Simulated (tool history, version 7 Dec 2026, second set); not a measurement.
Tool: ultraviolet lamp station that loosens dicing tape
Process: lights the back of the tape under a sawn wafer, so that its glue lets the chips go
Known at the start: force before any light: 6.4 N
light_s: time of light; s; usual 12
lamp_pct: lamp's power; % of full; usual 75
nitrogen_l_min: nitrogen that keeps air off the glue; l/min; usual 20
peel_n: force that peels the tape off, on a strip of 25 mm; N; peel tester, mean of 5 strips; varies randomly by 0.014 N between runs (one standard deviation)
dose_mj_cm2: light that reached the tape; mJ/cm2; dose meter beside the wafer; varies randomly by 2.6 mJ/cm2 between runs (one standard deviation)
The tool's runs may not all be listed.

run 1 hour=0 | light_s=12 lamp_pct=75 nitrogen_l_min=20 | peel_n=0.822 dose_mj_cm2=290
run 2 hour=13.6 | light_s=12 lamp_pct=75 nitrogen_l_min=20 | peel_n=0.804 dose_mj_cm2=283
run 3 hour=25.8 | light_s=12 lamp_pct=75 nitrogen_l_min=20 | peel_n=0.821 dose_mj_cm2=288
-- hour=27.1 window cleaned of glue's vapour
run 4 hour=35.1 | light_s=12 lamp_pct=75 nitrogen_l_min=20 | peel_n=0.855 dose_mj_cm2=278
run 5 hour=48.7 | light_s=12 lamp_pct=75 nitrogen_l_min=20 | peel_n=0.869 dose_mj_cm2=279
run 6 hour=58.9 | light_s=12 lamp_pct=75 nitrogen_l_min=20 | peel_n=0.877 dose_mj_cm2=282
run 7 hour=68.7 | light_s=17 lamp_pct=86 nitrogen_l_min=7 | peel_n=0.677 dose_mj_cm2=456

Estimate the outcome of run 8 from the log above:
run 8 hour=75.4 | light_s=7 lamp_pct=65 nitrogen_l_min=7 | peel_n=? dose_mj_cm2=?

Run 8 measured peel_n 3.148 N, dose_mj_cm2 146 mJ/cm2.
With the hidden condition absent and the run-to-run variation left alone, this run would have shown peel_n 2.82 N, dose_mj_cm2 167 mJ/cm2.
